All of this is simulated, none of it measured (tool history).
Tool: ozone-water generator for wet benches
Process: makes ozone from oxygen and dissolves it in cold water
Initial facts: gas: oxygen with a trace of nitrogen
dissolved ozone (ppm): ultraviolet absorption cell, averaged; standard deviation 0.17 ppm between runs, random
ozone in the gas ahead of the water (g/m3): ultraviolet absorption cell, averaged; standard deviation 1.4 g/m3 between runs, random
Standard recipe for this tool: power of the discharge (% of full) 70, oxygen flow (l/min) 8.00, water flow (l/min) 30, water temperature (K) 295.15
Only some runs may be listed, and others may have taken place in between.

| run | hour | power of the discharge (% of full) | oxygen flow (l/min) | water flow (l/min) | water temperature (K) | dissolved ozone (ppm) | ozone in the gas ahead of the water (g/m3) |
|---|---|---|---|---|---|---|---|
| 1 | 0.0 | 70 | 8.00 | 30 | 295.15 | 23.0 | 259.0 |
| 2 | 13.6 | 70 | 8.00 | 30 | 295.15 | 22.6 | 258.3 |
| 3 | 33.1 | 70 | 8.00 | 30 | 295.15 | 23.0 | 261.6 |
| 4 | 62.2 | 93 | 8.00 | 30 | 295.15 | 27.7 | 319.1 |
| 5 | 79.3 | 70 | 8.00 | 30 | 294.15 | 23.3 | 261.1 |
| 6 | 97.8 | 70 | 8.00 | 30 | 294.15 | 23.1 | 259.8 |
| 7 | 116.4 | 70 | 8.00 | 30 | 294.15 | 23.0 | 261.6 |
| 8 | 141.8 | 70 | 8.00 | 30 | 294.15 | 23.1 | 259.6 |
| 9 | 169.8 | 70 | 4.03 | 30 | 294.15 | 20.1 | 333.7 |
| 10 | 182.4 | 70 | 8.00 | 30 | 295.15 | 22.5 | 258.3 |
| 11 | 201.2 | 70 | 8.00 | 30 | 295.15 | 22.8 | 258.1 |
| 12 | 224.2 | 70 | 8.00 | 30 | 295.15 | 23.0 | 256.0 |
| 13 | 253.9 | 70 | 8.00 | 30 | 295.15 | 22.6 | 259.5 |
| 14 | 270.8 | 70 | 4.36 | 30 | 295.15 | 20.0 | 321.3 |
| 15 | 295.0 | 70 | 4.36 | 30 | 295.15 | 20.2 | 320.1 |
| 16 | 323.9 | 70 | 8.00 | 30 | 293.15 | 23.4 | 255.5 |
| 17 | 351.8 | 70 | 8.00 | 30 | 293.15 | 23.1 | 255.9 |
| 18 | 370.7 | 70 | 8.00 | 30 | 292.15 | 23.7 | 255.7 |
| 19 | 392.6 | 76 | 11.40 | 33 | 293.15 | 23.9 | 237.3 |
| 20 | 413.7 | 60 | 7.77 | 30 | 295.15 | 20.3 | 231.6 |
|  | 425.9 | gauge calibrated |
| 21 | 435.2 | 60 | 7.77 | 30 | 295.15 | 20.3 | 237.7 |
| 22 | 454.3 | 94 | 10.69 | 45 | 290.15 | 21.2 | 287.2 |
| 23 | 469.3 | 55 | 4.92 | 30 | 290.15 | 18.6 | 264.4 |
| 24 | 492.5 | 55 | 4.92 | 30 | 290.15 | 18.5 | 263.8 |
| 25 | 513.6 | 70 | 8.00 | 37 | 290.15 | 19.9 | 260.3 |
| 26 | 536.8 | 70 | 8.00 | 37 | 290.15 | 19.8 | 258.9 |
| 27 | 565.9 | 70 | 8.00 | 37 | 290.15 | 19.8 | 258.7 |
| 28 | 596.0 | 70 | 8.00 | 37 | 290.15 | 19.8 | 255.7 |
| 29 | 616.4 | 41 | 5.21 | 30 | 290.15 | 15.5 | 208.9 |
| 30 | 644.4 | 53 | 6.45 | 25 | 295.15 | 21.4 | 230.1 |
| 31 | 668.7 | 60 | 8.00 | 30 | 294.15 | 20.6 | 231.2 |
| 32 | 696.1 | 54 | 8.00 | 35 | 294.15 | 16.9 | 216.4 |
| 33 | 725.0 | 70 | 8.00 | 40 | 294.15 | 17.6 | 258.7 |
| 34 | 740.2 | 70 | 8.00 | 40 | 294.15 | 17.3 | 252.6 |

Each run again, without the hidden state but with its own random variation kept:
Hidden state at play: yield of the discharge, % of new electrodes'; contactor's efficiency, % of a clean one's; true water temperature over the reading, C; drift of the gauge itself on ozone_ppm, %; drift of the gauge itself on gas_g_m3, %.
| run | ozone in the gas ahead of the water (g/m3) |
|---|---|
| 1 | 259.0 |
| 2 | 258.6 |
| 3 | 262.2 |
| 4 | 320.4 |
| 5 | 262.4 |
| 6 | 261.5 |
| 7 | 263.6 |
| 8 | 262.0 |
| 9 | 337.4 |
| 10 | 261.4 |
| 11 | 261.6 |
| 12 | 259.9 |
| 13 | 263.8 |
| 14 | 327.1 |
| 15 | 326.5 |
| 16 | 261.0 |
| 17 | 261.9 |
| 18 | 262.0 |
| 19 | 243.5 |
| 20 | 238.0 |
| 21 | 237.8 |
| 22 | 287.8 |
| 23 | 265.1 |
| 24 | 265.0 |
| 25 | 261.8 |
| 26 | 260.8 |
| 27 | 261.1 |
| 28 | 258.6 |
| 29 | 211.5 |
| 30 | 233.5 |
| 31 | 235.0 |
| 32 | 220.3 |
| 33 | 263.8 |
| 34 | 257.9 |
dissolved ozone (ppm): differs from the measured result by no more than 0.1 in any run.
